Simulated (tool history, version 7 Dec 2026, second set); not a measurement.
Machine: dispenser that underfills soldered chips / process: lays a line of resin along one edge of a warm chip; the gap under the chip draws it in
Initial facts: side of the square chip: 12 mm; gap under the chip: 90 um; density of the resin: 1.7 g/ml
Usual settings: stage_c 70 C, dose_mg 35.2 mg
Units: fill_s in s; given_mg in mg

run 1 hour=0 | stage_c=70 dose_mg=35.2 | fill_s=25.9 given_mg=34.11
run 2 hour=5.3 | stage_c=70 dose_mg=35.2 | fill_s=30 given_mg=33.97
-- hour=8.4 new syringe of resin
run 3 hour=8.4 | stage_c=70 dose_mg=35.2 | fill_s=25.2 given_mg=34
run 4 hour=12 | stage_c=70 dose_mg=35.2 | fill_s=27.2 given_mg=33.82
-- hour=17.7 new syringe of resin
run 5 hour=17.7 | stage_c=70 dose_mg=35.2 | fill_s=26.2 given_mg=33.99
run 6 hour=21.3 | stage_c=70 dose_mg=34.9 | fill_s=27.8 given_mg=33.28
run 7 hour=25.6 | stage_c=65 dose_mg=35.2 | fill_s=38.3 given_mg=33.71
-- hour=27 new syringe of resin
run 8 hour=29.6 | stage_c=65 dose_mg=35.2 | fill_s=33.6 given_mg=33.82
run 9 hour=33.4 | stage_c=65 dose_mg=35.2 | fill_s=37.2 given_mg=33.32
-- hour=36.6 new syringe of resin
run 10 hour=37.3 | stage_c=65 dose_mg=35.2 | fill_s=33.1 given_mg=33.46
run 11 hour=41.9 | stage_c=79 dose_mg=40.6 | fill_s=19.4 given_mg=38.5
run 12 hour=44.8 | stage_c=79 dose_mg=36.1 | fill_s=20.3 given_mg=34.21
-- hour=46.1 new syringe of resin
run 13 hour=48.1 | stage_c=76 dose_mg=38.6 | fill_s=20.2 given_mg=36.67
run 14 hour=52.5 | stage_c=55 dose_mg=39.4 | fill_s=61.9 given_mg=37.1

The next listed run, before its measurement:
-- hour=55.7 new syringe of resin
run 15 hour=55.9 | stage_c=61 dose_mg=39.4 | fill_s=? given_mg=?

fill_s: 38.8 s
given_mg: 37.35 mg
Without the tool's hidden state the same run would have given fill_s 37.3 s, given_mg 39.73 mg.
